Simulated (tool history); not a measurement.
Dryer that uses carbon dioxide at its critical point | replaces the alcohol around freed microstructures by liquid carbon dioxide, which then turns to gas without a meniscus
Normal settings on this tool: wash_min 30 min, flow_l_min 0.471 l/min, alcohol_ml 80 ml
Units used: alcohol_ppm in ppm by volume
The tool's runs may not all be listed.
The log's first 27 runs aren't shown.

run	hour	wash_min	flow_l_min	alcohol_ml	alcohol_ppm
28	492.5	30	0.471	80	172
29	504.2	30	0.471	80	171
30	521.8	35	0.471	27	123
31	538.9	35	0.471	27	136
32	558.4	35	0.471	27	133
33	574.3	35	0.471	27	131
34	591.7	35	0.471	27	143
35	616.7	22	0.407	66	696
36	631.8	26	0.471	80	307
37	648.4	26	0.471	80	314
38	665.7	38	0.523	83	158
39	688.2	38	0.523	83	178
40	709	38	0.523	83	180
41	720.8	48	0.284	80	246
42	741.8	48	0.284	80	246
43	765.5	32	0.493	78	209
44	791.9	32	0.493	78	214
45	817.1	21	0.658	25	222
46	832.6	21	0.658	21	217

Predict each of these 5 candidate next runs independently; none follows another, all start after run 46:
# hour 845.5: inlet filter changed
A	846.3	30	0.434	80	?
# hour 845.5: inlet filter changed
B	846.3	30	0.373	80	?
# hour 845.5: inlet filter changed
C	846.3	23	0.756	31	?
# hour 845.5: inlet filter changed
D	846.3	21	0.658	101	?
# hour 845.5: inlet filter changed
E	846.3	30	0.377	74	?

run	alcohol_ppm
A	284
B	407
C	197
D	278
E	365
With the hidden condition removed and each run's random variation left untouched, the same runs would have given:
run	alcohol_ppm
A	93
B	215
C	9
D	92
E	177
